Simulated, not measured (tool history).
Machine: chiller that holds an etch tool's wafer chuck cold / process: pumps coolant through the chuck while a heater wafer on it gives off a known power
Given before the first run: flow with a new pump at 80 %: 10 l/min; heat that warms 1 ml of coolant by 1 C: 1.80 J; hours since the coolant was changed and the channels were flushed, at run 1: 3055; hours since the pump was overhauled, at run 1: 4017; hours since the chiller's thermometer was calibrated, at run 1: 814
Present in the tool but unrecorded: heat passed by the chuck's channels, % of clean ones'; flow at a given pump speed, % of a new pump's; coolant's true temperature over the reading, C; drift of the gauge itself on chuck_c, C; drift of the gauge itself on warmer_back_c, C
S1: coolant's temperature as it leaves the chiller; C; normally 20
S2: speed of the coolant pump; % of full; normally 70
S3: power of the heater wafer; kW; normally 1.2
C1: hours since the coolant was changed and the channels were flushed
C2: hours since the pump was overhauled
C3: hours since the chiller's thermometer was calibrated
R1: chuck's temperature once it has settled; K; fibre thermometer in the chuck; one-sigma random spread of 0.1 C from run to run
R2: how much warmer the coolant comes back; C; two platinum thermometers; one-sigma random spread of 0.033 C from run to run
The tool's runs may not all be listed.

{"run": 1, "hour": 0.0, "S1": 20, "S2": 70, "S3": 1.2, "C1": 3055, "C2": 4017, "C3": 814, "R1": 303.55, "R2": 4.6}
{"run": 2, "hour": 74.2, "S1": 20, "S2": 86, "S3": 1.2, "C1": 3129, "C2": 4091, "C3": 888, "R1": 301.75, "R2": 3.73}
{"run": 3, "hour": 189.3, "S1": 20, "S2": 86, "S3": 1.2, "C1": 3245, "C2": 4206, "C3": 1003, "R1": 301.75, "R2": 3.81}
{"run": 4, "hour": 267.9, "S1": 20, "S2": 86, "S3": 1.2, "C1": 3323, "C2": 4285, "C3": 1082, "R1": 301.75, "R2": 3.7}
{"run": 5, "hour": 399.1, "S1": 16, "S2": 70, "S3": 1.2, "C1": 3454, "C2": 4416, "C3": 1213, "R1": 299.35, "R2": 4.65}
{"run": 6, "hour": 555.9, "S1": 16, "S2": 70, "S3": 1.2, "C1": 3611, "C2": 4573, "C3": 1370, "R1": 299.45, "R2": 4.6}
{"run": 7, "hour": 654.3, "S1": 16, "S2": 70, "S3": 1.2, "C1": 3710, "C2": 4671, "C3": 1468, "R1": 299.45, "R2": 4.49}
{"run": 8, "hour": 780.5, "S1": 20, "S2": 70, "S3": 1.2, "C1": 3836, "C2": 4797, "C3": 1595, "R1": 303.45, "R2": 4.54}
{"run": 9, "hour": 899.5, "S1": 20, "S2": 75, "S3": 1.2, "C1": 3955, "C2": 4916, "C3": 1714, "R1": 302.85, "R2": 4.23}
{"run": 10, "hour": 998.5, "S1": 20, "S2": 75, "S3": 1.2, "C1": 4054, "C2": 5015, "C3": 1812, "R1": 302.85, "R2": 4.23}
{"run": 11, "hour": 1132.0, "S1": 20, "S2": 75, "S3": 1.2, "C1": 4187, "C2": 5149, "C3": 1946, "R1": 302.75, "R2": 4.19}
{"run": 12, "hour": 1223.6, "S1": 16, "S2": 83, "S3": 0.747, "C1": 4279, "C2": 5240, "C3": 2038, "R1": 294.75, "R2": 2.29}
{"run": 13, "hour": 1366.6, "S1": 27, "S2": 95, "S3": 0.86, "C1": 4422, "C2": 5383, "C3": 2181, "R1": 305.55, "R2": 2.26}
{"hour": 1456.1, "done": "coolant changed, channels flushed"}
{"run": 14, "hour": 1535.8, "S1": 15, "S2": 81, "S3": 0.655, "C1": 80, "C2": 5547, "C3": 2344, "R1": 293.15, "R2": 2}
{"run": 15, "hour": 1689.9, "S1": 11, "S2": 71, "S3": 1.132, "C1": 234, "C2": 5701, "C3": 2498, "R1": 293.85, "R2": 4.15}
{"run": 16, "hour": 1762.8, "S1": 11, "S2": 71, "S3": 1.132, "C1": 307, "C2": 5774, "C3": 2571, "R1": 293.85, "R2": 4.11}
{"run": 17, "hour": 1909.0, "S1": 12, "S2": 73, "S3": 0.689, "C1": 453, "C2": 5920, "C3": 2717, "R1": 290.85, "R2": 2.33}
{"hour": 1962.0, "done": "chiller's thermometer calibrated"}
{"run": 18, "hour": 1983.2, "S1": 21, "S2": 93, "S3": 0.668, "C1": 526, "C2": 5993, "C3": 21, "R1": 298.45, "R2": 1.74}

Predict each of these 5 candidate next runs independently; none follows another, all start after run 18:
{"run": "A", "hour": 2093.3, "S1": 25, "S2": 61, "S3": 1.379, "C1": 636, "C2": 6103, "C3": 131, "R1": "?", "R2": "?"}
{"run": "B", "hour": 2093.3, "S1": 20, "S2": 71, "S3": 0.736, "C1": 636, "C2": 6103, "C3": 131, "R1": "?", "R2": "?"}
{"run": "C", "hour": 2093.3, "S1": 20, "S2": 86, "S3": 1.647, "C1": 636, "C2": 6103, "C3": 131, "R1": "?", "R2": "?"}
{"run": "D", "hour": 2093.3, "S1": 24, "S2": 75, "S3": 0.618, "C1": 636, "C2": 6103, "C3": 131, "R1": "?", "R2": "?"}
{"run": "E", "hour": 2093.3, "S1": 20, "S2": 70, "S3": 1.444, "C1": 636, "C2": 6103, "C3": 131, "R1": "?", "R2": "?"}

run=A R1=311.65 R2=5.94
run=B R1=299.35 R2=2.64
run=C R1=304.75 R2=4.83
run=D R1=302.45 R2=2.03
run=E R1=305.25 R2=5.41
Take away the tool's hidden state, keep each run's random variation, and the runs would have read:
run=A R1=311.55 R2=6.15
run=B R1=299.35 R2=2.86
run=C R1=304.75 R2=5.05
run=D R1=302.45 R2=2.26
run=E R1=305.25 R2=5.62
